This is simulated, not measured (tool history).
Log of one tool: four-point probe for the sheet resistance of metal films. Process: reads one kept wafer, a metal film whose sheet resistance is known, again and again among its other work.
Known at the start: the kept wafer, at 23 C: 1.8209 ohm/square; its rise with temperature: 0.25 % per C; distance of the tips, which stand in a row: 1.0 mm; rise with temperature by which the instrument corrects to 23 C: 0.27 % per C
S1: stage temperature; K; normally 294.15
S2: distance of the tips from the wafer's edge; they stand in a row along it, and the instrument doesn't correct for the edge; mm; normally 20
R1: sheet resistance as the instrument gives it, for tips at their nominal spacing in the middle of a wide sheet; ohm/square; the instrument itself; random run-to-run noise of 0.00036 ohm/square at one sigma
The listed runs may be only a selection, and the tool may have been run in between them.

Run 1, hour 0: usual settings. Result: R1 1.815051 ohm/square.
Run 2, hour 27.6: usual settings but S1 291.15 K. Result: R1 1.816807 ohm/square.
Run 3, hour 66.2: usual settings but S1 291.15 K. Result: R1 1.815753 ohm/square.
Run 4, hour 117.2: usual settings but S1 291.15 K, S2 4 mm. Result: R1 1.871623 ohm/square.
Run 5, hour 182.9: usual settings but S1 291.15 K, S2 4 mm. Result: R1 1.870633 ohm/square.
Run 6, hour 210.5: usual settings. Result: R1 1.813219 ohm/square.
Run 7, hour 244.3: usual settings. Result: R1 1.812867 ohm/square.
Run 8, hour 296.5: usual settings. Result: R1 1.813412 ohm/square.
Run 9, hour 326.4: usual settings. Result: R1 1.813053 ohm/square.
Run 10, hour 371.3: usual settings. Result: R1 1.812021 ohm/square.
Run 11, hour 411.6: usual settings. Result: R1 1.811158 ohm/square.
Run 12, hour 457.1: usual settings. Result: R1 1.811913 ohm/square.
Run 13, hour 509.2: usual settings. Result: R1 1.811604 ohm/square.
Run 14, hour 560.8: usual settings but S1 303.15 K, S2 43 mm. Result: R1 1.806622 ohm/square.
Run 15, hour 612.9: usual settings but S1 292.15 K, S2 43 mm. Result: R1 1.809019 ohm/square.
Run 16, hour 668.3: usual settings but S1 299.15 K, S2 13 mm. Result: R1 1.811829 ohm/square.
Run 17, hour 728.4: usual settings but S1 299.15 K, S2 13 mm. Result: R1 1.812044 ohm/square.
Run 18, hour 761.7: usual settings but S2 26 mm. Result: R1 1.808773 ohm/square.
Run 19, hour 803.7: usual settings but S2 26 mm. Result: R1 1.808119 ohm/square.
Run 20, hour 844: usual settings but S1 302.15 K, S2 8 mm. Result: R1 1.818995 ohm/square.
Run 21, hour 899.1: usual settings but S1 304.15 K, S2 19 mm. Result: R1 1.805021 ohm/square.
Run 22, hour 940.1: usual settings but S1 304.15 K, S2 19 mm. Result: R1 1.804927 ohm/square.
Run 23, hour 970.7: usual settings but S1 304.15 K, S2 19 mm. Result: R1 1.804773 ohm/square.
Run 24, hour 1016.2: usual settings but S1 307.15 K, S2 5 mm. Result: R1 1.839466 ohm/square.
At hour 1054.6: stage's thermometer calibrated.
Run 25, hour 1060.1: usual settings but S1 295.15 K, S2 6 mm. Result: R1 1.826724 ohm/square.
Run 26, hour 1094: usual settings but S1 291.15 K, S2 4 mm. Result: R1 1.860106 ohm/square.

The same runs without the tool's hidden state, with the same run-to-run variation:
The tool's hidden condition here consists of: inner tips' distance over the nominal, %; tips' flats over new ones', %; wafer's true temperature over the reading, C; drift of the gauge itself on sheet_ohm, %.
run        R1
  1  1.823576
  2  1.825552
  3  1.824812
  4  1.881375
  5   1.88097
  6  1.823475
  7  1.823429
  8  1.824392
  9  1.824278
 10  1.823615
 11  1.823089
 12  1.824161
 13  1.824251
 14   1.81969
 15  1.822492
 16  1.825794
 17  1.826563
 18  1.823514
 19  1.823214
 20  1.834585
 21  1.820948
 22  1.821214
 23    1.8213
 24  1.856702
 25  1.847422
 26  1.881427

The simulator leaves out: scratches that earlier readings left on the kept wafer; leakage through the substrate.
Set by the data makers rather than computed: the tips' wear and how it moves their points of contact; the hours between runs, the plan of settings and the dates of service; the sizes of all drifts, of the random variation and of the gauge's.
